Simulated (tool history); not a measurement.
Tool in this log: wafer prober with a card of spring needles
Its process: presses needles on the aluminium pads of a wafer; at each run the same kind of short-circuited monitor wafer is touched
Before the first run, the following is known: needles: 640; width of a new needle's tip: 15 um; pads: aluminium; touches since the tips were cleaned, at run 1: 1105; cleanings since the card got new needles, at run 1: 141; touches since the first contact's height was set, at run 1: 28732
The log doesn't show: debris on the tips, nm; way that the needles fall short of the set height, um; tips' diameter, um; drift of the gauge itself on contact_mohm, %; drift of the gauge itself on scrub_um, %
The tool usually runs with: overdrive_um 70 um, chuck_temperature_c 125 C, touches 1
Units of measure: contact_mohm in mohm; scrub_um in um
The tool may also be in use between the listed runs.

run	day	overdrive_um	chuck_temperature_c	touches	touches since the tips were cleaned	cleanings since the card got new needles	touches since the first contact's height was set	contact_mohm	scrub_um
1	0	70	125	1	1105	141	28732	293	17.05
# day 0.054: tips cleaned on abrasive film
# day 0.179: tips cleaned on abrasive film
# day 0.308: tips cleaned on abrasive film
# day 0.433: tips cleaned on abrasive film
2	0.525	70	86	1	1633	145	37821	327	16.85
# day 0.554: tips cleaned on abrasive film
# day 0.658: tips cleaned on abrasive film
# day 0.783: tips cleaned on abrasive film
# day 0.888: tips cleaned on abrasive film
# day 1.012: tips cleaned on abrasive film
# day 1.133: tips cleaned on abrasive film
3	1.133	70	86	1	0	151	48230	255	16.62
# day 1.262: tips cleaned on abrasive film
# day 1.362: tips cleaned on abrasive film
# day 1.492: tips cleaned on abrasive film
# day 1.617: tips cleaned on abrasive film
# day 1.746: tips cleaned on abrasive film
4	1.771	70	125	1	458	156	59213	285	16.62
# day 1.85: tips cleaned on abrasive film
# day 1.975: tips cleaned on abrasive film
# day 2.104: tips cleaned on abrasive film
# day 2.229: tips cleaned on abrasive film
5	2.317	70	125	1	1510	160	68622	346	16.56
# day 2.346: tips cleaned on abrasive film, once more
# day 2.471: tips cleaned on abrasive film
# day 2.596: tips cleaned on abrasive film
# day 2.725: tips cleaned on abrasive film
# day 3.225: card fitted with new needles
6	3.246	70	125	1	364	0	364	245	17.41
# day 3.35: tips cleaned on abrasive film
# day 3.475: tips cleaned on abrasive film
# day 3.6: tips cleaned on abrasive film
# day 3.704: tips cleaned on abrasive film
7	3.775	54	125	1	1226	4	9484	291	13.1
# day 3.825: tips cleaned on abrasive film
# day 3.954: tips cleaned on abrasive film
# day 4.079: tips cleaned on abrasive film
# day 4.208: tips cleaned on abrasive film
# day 4.333: tips cleaned on abrasive film
# day 4.438: tips cleaned on abrasive film
8	4.438	54	33	1	0	10	20911	230	13.15
# day 4.542: tips cleaned on abrasive film
# day 4.667: tips cleaned on abrasive film
# day 4.796: tips cleaned on abrasive film
# day 4.921: tips cleaned on abrasive film
9	4.95	54	33	1	486	14	29730	254	13.34
# day 5.029: tips cleaned on abrasive film
# day 5.154: tips cleaned on abrasive film
# day 5.283: tips cleaned on abrasive film
10	5.308	54	33	1	505	17	35941	252	12.99
# day 5.388: tips cleaned on abrasive film
# day 5.517: tips cleaned on abrasive film
# day 5.642: tips cleaned on abrasive film
# day 5.771: tips cleaned on abrasive film
# day 5.896: tips cleaned on abrasive film
11	5.971	70	125	1	1344	22	47369	276	16.69
# day 6: tips cleaned on abrasive film
# day 6.129: tips cleaned on abrasive film
# day 6.254: tips cleaned on abrasive film
# day 6.383: tips cleaned on abrasive film
# day 6.508: tips cleaned on abrasive film
12	6.55	70	26	1	746	27	57331	239	16.83
# day 6.629: tips cleaned on abrasive film
# day 6.729: tips cleaned on abrasive film
# day 6.858: tips cleaned on abrasive film
# day 6.962: tips cleaned on abrasive film
13	7.008	70	120	1	856	31	65203	265	16.56
# day 7.088: tips cleaned on abrasive film
# day 7.188: tips cleaned on abrasive film
# day 7.317: tips cleaned on abrasive film
# day 7.442: tips cleaned on abrasive film
14	7.517	62	35	2	1344	35	74001	256	14.31
# day 7.546: tips cleaned on abrasive film
# day 7.675: tips cleaned on abrasive film
# day 7.8: tips cleaned on abrasive film
# day 7.929: tips cleaned on abrasive film
# day 8.054: tips cleaned on abrasive film
15	8.1	62	35	2	760	40	83979	249	14.31

Run 16 comes next. What will it give?
# day 8.175: tips cleaned on abrasive film
# day 8.304: tips cleaned on abrasive film
# day 8.429: tips cleaned on abrasive film
# day 8.467: height of the first contact set anew
# day 8.571: tips cleaned on abrasive film
16	8.621	62	44	2	875	44	2630	?	?

Run 16 gave contact_mohm 246 mohm, scrub_um 15.49 um.
If the tool had no hidden condition, the same run with the same run-to-run variation would have returned contact_mohm 221 mohm, scrub_um 15.52 um.
